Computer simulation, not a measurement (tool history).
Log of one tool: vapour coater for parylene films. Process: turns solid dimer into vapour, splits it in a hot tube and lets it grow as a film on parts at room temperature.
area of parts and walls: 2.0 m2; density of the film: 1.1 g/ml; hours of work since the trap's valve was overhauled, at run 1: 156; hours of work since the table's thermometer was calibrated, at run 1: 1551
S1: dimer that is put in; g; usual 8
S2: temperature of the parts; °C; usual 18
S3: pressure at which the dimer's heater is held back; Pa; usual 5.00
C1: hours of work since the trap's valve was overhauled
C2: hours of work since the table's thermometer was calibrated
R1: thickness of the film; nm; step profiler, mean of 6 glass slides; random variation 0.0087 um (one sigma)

run    hour  S1  S2    S3   C1    C2    R1
  1     0.0   8  18  5.00  156  1551  1706
  2    50.8   8  18  5.00  188  1584  1696
  3   102.8   8  18  5.00  221  1617  1680
  4   161.5   8  18  5.00  258  1654  1682
  5   221.4   8  18  5.00  296  1692  1678
  6   284.0   8  18  5.00  336  1732  1664
  7   335.9   8  18  5.00  369  1765  1674
  8   387.4  13  18  5.00  402  1797  2697
  9   464.3   8  18  2.41  451  1846  1799
 10   533.8   8  18  2.41  495  1890  1767
 11   594.5   8  18  5.00  533  1929  1644
 12   637.2   5  18  5.00  560  1956  1015
 13   676.1   8  18  2.23  585  1981  1781
 14   718.8  13  21  5.00  612  2008  2293
 15   793.8  10  20  3.05  660  2056  1939
 16   837.0   4  25  7.29  687  2083   570
      857.0  -- trap's valve overhauled
 17   917.6   4  25  7.29   38  2132   602
 18   973.4   4  27  7.29   74  2167   556
 19  1020.2   7  25  2.33  104  2197  1205
 20  1093.8   5  12  6.09  150  2244  1371
     1105.5  -- table's thermometer calibrated
 21  1129.8   8  21  5.00  173    15  1458
 22  1181.8   4  14  3.98  206    48  1006
 23  1252.2   4  14  3.98  250    93  1002
 24  1292.5   8  12  5.00  276   119  2177
 25  1353.4   8  12  5.00  315   157  2142

Forecast each of these 3 alternatives for the next run:
  A  1418.1   5  13  5.82  356  199   ?
  B  1418.1   8  20  5.00  356  199   ?
  C  1418.1   8  11  5.00  356  199   ?

run    R1
  A  1261
  B  1506
  C  2233
Without the tool's hidden state the same runs would have given:
run    R1
  A  1324
  B  1581
  C  2344

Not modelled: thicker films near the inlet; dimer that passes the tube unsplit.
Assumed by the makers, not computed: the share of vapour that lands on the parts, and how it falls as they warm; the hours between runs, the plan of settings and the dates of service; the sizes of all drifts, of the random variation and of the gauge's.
